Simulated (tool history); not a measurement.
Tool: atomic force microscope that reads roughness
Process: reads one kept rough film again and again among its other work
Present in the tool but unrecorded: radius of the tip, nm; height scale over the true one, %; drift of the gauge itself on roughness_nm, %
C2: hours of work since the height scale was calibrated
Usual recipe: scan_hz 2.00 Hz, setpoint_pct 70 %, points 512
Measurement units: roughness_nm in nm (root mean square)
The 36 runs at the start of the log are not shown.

Run 37, day 21.362: usual settings but scan_hz 1.65 Hz, setpoint_pct 67 %, points 565; pictures with this tip 256; C2 82. Result: roughness_nm 0.832 nm (root mean square).
Run 38, day 21.717: usual settings but scan_hz 3.46 Hz, setpoint_pct 67 %, points 565; pictures with this tip 267; C2 87. Result: roughness_nm 0.787 nm (root mean square).
Run 39, day 22.292: usual settings but scan_hz 3.46 Hz, setpoint_pct 67 %, points 565; pictures with this tip 285; C2 94. Result: roughness_nm 0.774 nm (root mean square).
Run 40, day 22.721: usual settings but scan_hz 0.66 Hz, setpoint_pct 75 %, points 540; pictures with this tip 298; C2 100. Result: roughness_nm 0.837 nm (root mean square).
Run 41, day 23.250: usual settings but scan_hz 1.48 Hz, setpoint_pct 57 %; pictures with this tip 314; C2 107. Result: roughness_nm 0.829 nm (root mean square).
Run 42, day 23.971: usual settings but scan_hz 1.93 Hz; pictures with this tip 336; C2 117. Result: roughness_nm 0.802 nm (root mean square).
Run 43, day 24.638: usual settings but scan_hz 1.93 Hz, points 946; pictures with this tip 356; C2 126. Result: roughness_nm 0.796 nm (root mean square).
At day 25.250: new tip fitted.
Run 44, day 25.396: usual settings but points 917; pictures with this tip 4; C2 136. Result: roughness_nm 0.859 nm (root mean square).
Run 45, day 25.871: usual settings but setpoint_pct 85 %, points 315; pictures with this tip 19; C2 142. Result: roughness_nm 0.796 nm (root mean square).
Run 46, day 26.475: usual settings but setpoint_pct 85 %, points 859; pictures with this tip 37; C2 151. Result: roughness_nm 0.792 nm (root mean square).
Run 47, day 27.083: usual settings but scan_hz 0.69 Hz; pictures with this tip 56; C2 159. Result: roughness_nm 0.891 nm (root mean square).
Run 48, day 27.938: usual settings but scan_hz 2.07 Hz, points 374; pictures with this tip 82; C2 170. Result: roughness_nm 0.841 nm (root mean square).
Run 49, day 28.475: usual settings but scan_hz 2.07 Hz, points 628; pictures with this tip 98; C2 178. Result: roughness_nm 0.850 nm (root mean square).
Run 50, day 28.988: usual settings but scan_hz 2.07 Hz, points 628; pictures with this tip 114; C2 184. Result: roughness_nm 0.836 nm (root mean square).
Run 51, day 29.392: usual settings but scan_hz 1.21 Hz, setpoint_pct 60 %, points 369; pictures with this tip 126; C2 190. Result: roughness_nm 0.878 nm (root mean square).
Run 52, day 30.242: usual settings but scan_hz 0.95 Hz, points 575; pictures with this tip 152; C2 201. Result: roughness_nm 0.865 nm (root mean square).
Run 53, day 30.992: usual settings but scan_hz 2.72 Hz, points 894; pictures with this tip 175; C2 211. Result: roughness_nm 0.811 nm (root mean square).

Predict each of these 3 candidate next runs independently; none follows another, all start after run 53:
Run A, day 31.400: usual settings but scan_hz 2.72 Hz, setpoint_pct 69 %, points 299; pictures with this tip 188; C2 217. Result: roughness_nm ?.
Run B, day 31.400: usual settings but scan_hz 2.50 Hz, setpoint_pct 76 %, points 908; pictures with this tip 188; C2 217. Result: roughness_nm ?.
Run C, day 31.400: usual settings but scan_hz 1.92 Hz, setpoint_pct 88 %, points 714; pictures with this tip 188; C2 217. Result: roughness_nm ?.

run  roughness_nm
  A         0.805
  B         0.792
  C         0.756
Without the tool's hidden state the same runs would have given:
run  roughness_nm
  A         0.847
  B         0.833
  C         0.796
